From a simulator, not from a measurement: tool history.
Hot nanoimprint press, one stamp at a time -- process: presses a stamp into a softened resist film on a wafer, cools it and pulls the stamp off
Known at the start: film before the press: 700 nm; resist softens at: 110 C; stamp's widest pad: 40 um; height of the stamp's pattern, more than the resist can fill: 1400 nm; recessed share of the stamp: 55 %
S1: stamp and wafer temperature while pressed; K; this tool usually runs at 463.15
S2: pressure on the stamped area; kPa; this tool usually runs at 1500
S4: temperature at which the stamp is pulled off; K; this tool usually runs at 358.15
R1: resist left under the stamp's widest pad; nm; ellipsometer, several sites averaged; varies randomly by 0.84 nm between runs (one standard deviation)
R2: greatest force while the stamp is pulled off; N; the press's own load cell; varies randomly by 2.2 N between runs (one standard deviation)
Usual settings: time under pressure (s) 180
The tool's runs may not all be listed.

{"run": 1, "day": 0.0, "S1": 463.15, "S2": 1500, "time under pressure (s)": 180, "S4": 358.15, "R1": 306.2, "R2": 97}
{"run": 2, "day": 0.354, "S1": 463.15, "S2": 1500, "time under pressure (s)": 179, "S4": 358.15, "R1": 305.6, "R2": 101}
{"run": 3, "day": 0.862, "S1": 463.15, "S2": 1500, "time under pressure (s)": 179, "S4": 358.15, "R1": 306.1, "R2": 97}
{"run": 4, "day": 1.183, "S1": 463.15, "S2": 1500, "time under pressure (s)": 142, "S4": 358.15, "R1": 331.1, "R2": 109}
{"run": 5, "day": 1.721, "S1": 463.15, "S2": 1300, "time under pressure (s)": 142, "S4": 358.15, "R1": 354.1, "R2": 107}
{"run": 6, "day": 2.229, "S1": 463.15, "S2": 1500, "time under pressure (s)": 180, "S4": 358.15, "R1": 303.3, "R2": 104}
{"run": 7, "day": 2.467, "S1": 463.15, "S2": 1980, "time under pressure (s)": 180, "S4": 358.15, "R1": 262.2, "R2": 107}
{"run": 8, "day": 2.792, "S1": 463.15, "S2": 2250, "time under pressure (s)": 180, "S4": 358.15, "R1": 244.9, "R2": 110}
{"run": 9, "day": 3.196, "S1": 463.15, "S2": 1850, "time under pressure (s)": 180, "S4": 358.15, "R1": 272.1, "R2": 107}
{"run": 10, "day": 3.483, "S1": 463.15, "S2": 1390, "time under pressure (s)": 265, "S4": 358.15, "R1": 275.1, "R2": 109}
{"run": 11, "day": 3.983, "S1": 463.15, "S2": 1980, "time under pressure (s)": 211, "S4": 345.15, "R1": 246.5, "R2": 147}
{"run": 12, "day": 4.454, "S1": 463.15, "S2": 1980, "time under pressure (s)": 211, "S4": 345.15, "R1": 246.9, "R2": 159}
{"run": 13, "day": 4.742, "S1": 457.15, "S2": 1790, "time under pressure (s)": 152, "S4": 344.15, "R1": 353.6, "R2": 164}
{"run": 14, "day": 4.962, "S1": 463.15, "S2": 1580, "time under pressure (s)": 312, "S4": 358.15, "R1": 241.7, "R2": 113}
{"run": 15, "day": 5.304, "S1": 468.15, "S2": 1500, "time under pressure (s)": 193, "S4": 358.15, "R1": 254.0, "R2": 117}
{"run": 16, "day": 5.658, "S1": 463.15, "S2": 1500, "time under pressure (s)": 94, "S4": 358.15, "R1": 378.6, "R2": 115}

How would selected steps in R1 from run to run divide? Give the signed amount a tool lacking its hidden state would still show from settings, what came in and random variation, and the signed amount left for the hidden state, including any gauge scatter that is not in both of the compared results.
What the log doesn't record here: true temperature over the reading, C; pressure that arrives at the usual setting, %; grip of the stamp's worn release coat, % over a new coat's; drift of the gauge itself on residual_nm, %; drift of the gauge itself on pull_off_n, %.
Run 9 -> 10: S2 1850 -> 1390, time under pressure (s) 180 -> 265. R1 +3.0 nm: hidden state -0.9, all else +3.9.
Run 15 -> 16: S1 468.15 -> 463.15, time under pressure (s) 193 -> 94. R1 +124.6 nm: hidden state +0.0, all else +124.6.

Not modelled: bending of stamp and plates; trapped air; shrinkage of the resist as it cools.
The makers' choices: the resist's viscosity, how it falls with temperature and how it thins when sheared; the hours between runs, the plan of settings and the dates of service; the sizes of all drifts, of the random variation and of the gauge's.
